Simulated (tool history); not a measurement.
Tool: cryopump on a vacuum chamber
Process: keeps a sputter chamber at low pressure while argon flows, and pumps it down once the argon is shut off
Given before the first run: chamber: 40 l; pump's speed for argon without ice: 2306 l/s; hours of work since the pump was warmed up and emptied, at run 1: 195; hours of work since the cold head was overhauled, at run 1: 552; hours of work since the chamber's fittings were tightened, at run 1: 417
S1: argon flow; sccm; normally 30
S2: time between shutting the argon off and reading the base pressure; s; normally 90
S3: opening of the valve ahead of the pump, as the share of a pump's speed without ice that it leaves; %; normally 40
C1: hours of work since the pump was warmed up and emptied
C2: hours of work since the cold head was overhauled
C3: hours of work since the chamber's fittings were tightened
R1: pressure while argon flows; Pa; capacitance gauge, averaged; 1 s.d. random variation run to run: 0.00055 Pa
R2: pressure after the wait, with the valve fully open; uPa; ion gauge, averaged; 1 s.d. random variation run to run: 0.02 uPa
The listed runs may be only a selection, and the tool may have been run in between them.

| run | hour | S1 | S2 | S3 | C1 | C2 | C3 | R1 | R2 |
|---|---|---|---|---|---|---|---|---|---|
| 1 | 0.0 | 30 | 90 | 40 | 195 | 552 | 417 | 0.0589 | 0.55 |
| 2 | 27.1 | 30 | 90 | 40 | 209 | 567 | 432 | 0.0596 | 0.56 |
| 3 | 73.8 | 30 | 90 | 40 | 235 | 592 | 457 | 0.0600 | 0.61 |
| 4 | 109.6 | 30 | 90 | 40 | 254 | 612 | 477 | 0.0591 | 0.61 |
| 5 | 161.3 | 30 | 90 | 40 | 282 | 640 | 505 | 0.0609 | 0.60 |
| 6 | 186.7 | 30 | 90 | 40 | 296 | 654 | 518 | 0.0612 | 0.66 |
| 7 | 231.1 | 30 | 217 | 40 | 320 | 678 | 543 | 0.0617 | 0.63 |
| 8 | 267.2 | 30 | 217 | 27 | 340 | 697 | 562 | 0.0892 | 0.61 |
|  | 298.7 | pump warmed up, emptied and cooled again |
| 9 | 325.1 | 30 | 217 | 27 | 14 | 726 | 591 | 0.0825 | 0.48 |
| 10 | 351.2 | 16 | 102 | 40 | 29 | 740 | 605 | 0.0298 | 0.53 |
| 11 | 389.6 | 30 | 170 | 17 | 49 | 761 | 626 | 0.1318 | 0.51 |
| 12 | 438.7 | 48 | 170 | 34 | 76 | 788 | 652 | 0.1073 | 0.53 |
| 13 | 472.8 | 23 | 44 | 15 | 95 | 806 | 671 | 0.1133 | 0.82 |
| 14 | 516.5 | 23 | 44 | 15 | 118 | 830 | 695 | 0.1158 | 0.87 |
| 15 | 561.2 | 16 | 90 | 40 | 142 | 854 | 719 | 0.0310 | 0.67 |
| 16 | 592.0 | 30 | 42 | 55 | 159 | 871 | 736 | 0.0428 | 0.90 |
| 17 | 627.1 | 25 | 56 | 55 | 178 | 890 | 755 | 0.0365 | 0.81 |

Alternative continuations, all from the tool just after run 17; predict every row:
| A | 666.7 | 50 | 124 | 50 | 200 | 911 | 776 | ? | ? |
| B | 666.7 | 26 | 90 | 32 | 200 | 911 | 776 | ? | ? |
| C | 666.7 | 17 | 40 | 20 | 200 | 911 | 776 | ? | ? |
| D | 666.7 | 25 | 23 | 55 | 200 | 911 | 776 | ? | ? |
| E | 666.7 | 30 | 90 | 19 | 200 | 911 | 776 | ? | ? |

| run | R1 | R2 |
|---|---|---|
| A | 0.0814 | 0.68 |
| B | 0.0633 | 0.69 |
| C | 0.0652 | 0.97 |
| D | 0.0367 | 1.22 |
| E | 0.1193 | 0.72 |
Had the tool no hidden state, the same runs would have come out as:
| run | R1 | R2 |
|---|---|---|
| A | 0.0742 | 0.23 |
| B | 0.0596 | 0.25 |
| C | 0.0628 | 0.51 |
| D | 0.0331 | 0.78 |
| E | 0.1150 | 0.27 |
